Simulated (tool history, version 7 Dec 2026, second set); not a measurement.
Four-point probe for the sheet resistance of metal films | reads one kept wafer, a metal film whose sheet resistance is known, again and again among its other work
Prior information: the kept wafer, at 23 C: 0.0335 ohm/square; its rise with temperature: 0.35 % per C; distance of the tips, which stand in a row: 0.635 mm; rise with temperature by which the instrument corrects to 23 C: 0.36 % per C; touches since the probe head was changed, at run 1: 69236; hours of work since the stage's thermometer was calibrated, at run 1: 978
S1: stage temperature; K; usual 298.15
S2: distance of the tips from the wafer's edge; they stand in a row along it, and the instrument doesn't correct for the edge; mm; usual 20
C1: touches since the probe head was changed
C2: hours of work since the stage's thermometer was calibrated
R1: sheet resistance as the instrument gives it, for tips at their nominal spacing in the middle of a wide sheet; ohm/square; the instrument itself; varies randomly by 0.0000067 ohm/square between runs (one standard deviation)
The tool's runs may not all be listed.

{"run": 1, "hour": 0.0, "S1": 298.15, "S2": 20, "C1": 69236, "C2": 978, "R1": 0.033488}
{"run": 2, "hour": 25.4, "S1": 298.15, "S2": 20, "C1": 70630, "C2": 994, "R1": 0.033473}
{"run": 3, "hour": 57.9, "S1": 298.15, "S2": 20, "C1": 72413, "C2": 1015, "R1": 0.033472}
{"run": 4, "hour": 111.0, "S1": 298.15, "S2": 11, "C1": 75332, "C2": 1049, "R1": 0.033514}
{"run": 5, "hour": 159.0, "S1": 298.15, "S2": 11, "C1": 77966, "C2": 1079, "R1": 0.033527}
{"run": 6, "hour": 181.5, "S1": 298.15, "S2": 20, "C1": 79200, "C2": 1093, "R1": 0.03348}
{"run": 7, "hour": 232.2, "S1": 298.15, "S2": 4, "C1": 81984, "C2": 1126, "R1": 0.033903}
{"run": 8, "hour": 268.1, "S1": 298.15, "S2": 5, "C1": 83952, "C2": 1149, "R1": 0.03374}
{"run": 9, "hour": 318.3, "S1": 298.15, "S2": 54, "C1": 86709, "C2": 1181, "R1": 0.033458}
{"run": 10, "hour": 356.2, "S1": 293.15, "S2": 20, "C1": 88790, "C2": 1205, "R1": 0.033469}
{"hour": 380.1, "done": "stage's thermometer calibrated"}
{"run": 11, "hour": 408.2, "S1": 299.15, "S2": 62, "C1": 91618, "C2": 18, "R1": 0.033464}
{"run": 12, "hour": 461.2, "S1": 300.15, "S2": 17, "C1": 94527, "C2": 52, "R1": 0.033469}
{"hour": 478.0, "done": "stage's thermometer calibrated, once more"}
{"run": 13, "hour": 485.1, "S1": 300.15, "S2": 17, "C1": 95810, "C2": 5, "R1": 0.033436}
{"run": 14, "hour": 525.6, "S1": 300.15, "S2": 17, "C1": 98034, "C2": 30, "R1": 0.03344}
{"run": 15, "hour": 571.2, "S1": 298.15, "S2": 59, "C1": 100541, "C2": 59, "R1": 0.033411}
{"run": 16, "hour": 593.3, "S1": 300.15, "S2": 8, "C1": 101751, "C2": 73, "R1": 0.033515}
{"run": 17, "hour": 619.1, "S1": 308.15, "S2": 5, "C1": 103167, "C2": 90, "R1": 0.033684}
{"run": 18, "hour": 670.5, "S1": 302.15, "S2": 8, "C1": 105988, "C2": 123, "R1": 0.033513}

Forecast run 19:
{"run": 19, "hour": 701.1, "S1": 298.15, "S2": 6, "C1": 107672, "C2": 142, "R1": "?"}

R1: 0.033613 ohm/square
On a tool with no hidden condition, and with the same random variation, this run would have come out at R1 0.033705 ohm/square.

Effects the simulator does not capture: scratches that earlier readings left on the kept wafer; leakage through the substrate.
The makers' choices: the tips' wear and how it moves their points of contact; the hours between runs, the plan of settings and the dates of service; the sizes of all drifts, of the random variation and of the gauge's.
